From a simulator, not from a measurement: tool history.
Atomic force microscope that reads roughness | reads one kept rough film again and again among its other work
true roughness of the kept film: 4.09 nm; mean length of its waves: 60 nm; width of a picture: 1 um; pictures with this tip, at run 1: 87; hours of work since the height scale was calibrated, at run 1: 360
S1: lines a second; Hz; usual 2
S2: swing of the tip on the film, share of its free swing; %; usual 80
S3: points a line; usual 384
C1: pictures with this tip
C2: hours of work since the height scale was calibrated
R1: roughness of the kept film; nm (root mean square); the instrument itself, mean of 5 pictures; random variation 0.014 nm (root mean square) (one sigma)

run 1 hour=0 | S1=2 S2=80 S3=384 | C1=87 C2=360 | R1=3.435
run 2 hour=13.9 | S1=2 S2=80 S3=384 | C1=120 C2=371 | R1=3.401
-- hour=24.4 new tip fitted
run 3 hour=26.6 | S1=2 S2=80 S3=384 | C1=6 C2=381 | R1=3.438
run 4 hour=34.9 | S1=2 S2=80 S3=384 | C1=26 C2=388 | R1=3.43
run 5 hour=45.5 | S1=2 S2=80 S3=384 | C1=51 C2=396 | R1=3.454
run 6 hour=60 | S1=2 S2=80 S3=669 | C1=86 C2=407 | R1=3.436
run 7 hour=71.8 | S1=2 S2=80 S3=669 | C1=114 C2=417 | R1=3.436
run 8 hour=79.1 | S1=2 S2=80 S3=669 | C1=132 C2=423 | R1=3.446
-- hour=84.4 new tip fitted
run 9 hour=91.6 | S1=2 S2=80 S3=831 | C1=17 C2=432 | R1=3.454
run 10 hour=104.5 | S1=2 S2=80 S3=831 | C1=48 C2=442 | R1=3.452
run 11 hour=118 | S1=2 S2=72 S3=734 | C1=80 C2=453 | R1=3.584
run 12 hour=126.9 | S1=2 S2=72 S3=734 | C1=102 C2=460 | R1=3.593
run 13 hour=134.8 | S1=0.51 S2=72 S3=522 | C1=121 C2=466 | R1=3.834
run 14 hour=143.9 | S1=1.14 S2=63 S3=368 | C1=143 C2=474 | R1=3.824
-- hour=145.4 new tip fitted
run 15 hour=152.3 | S1=0.52 S2=64 S3=384 | C1=17 C2=480 | R1=3.9

Forecast each of these 3 alternatives for the next run:
run A hour=163.9 | S1=2.79 S2=64 S3=384 | C1=45 C2=489 | R1=?
run B hour=163.9 | S1=0.52 S2=64 S3=827 | C1=45 C2=489 | R1=?
run C hour=163.9 | S1=1.19 S2=84 S3=504 | C1=45 C2=489 | R1=?

run=A R1=3.64
run=B R1=3.902
run=C R1=3.587
Without the tool's hidden state the same runs would have given:
run=A R1=3.641
run=B R1=3.904
run=C R1=3.588
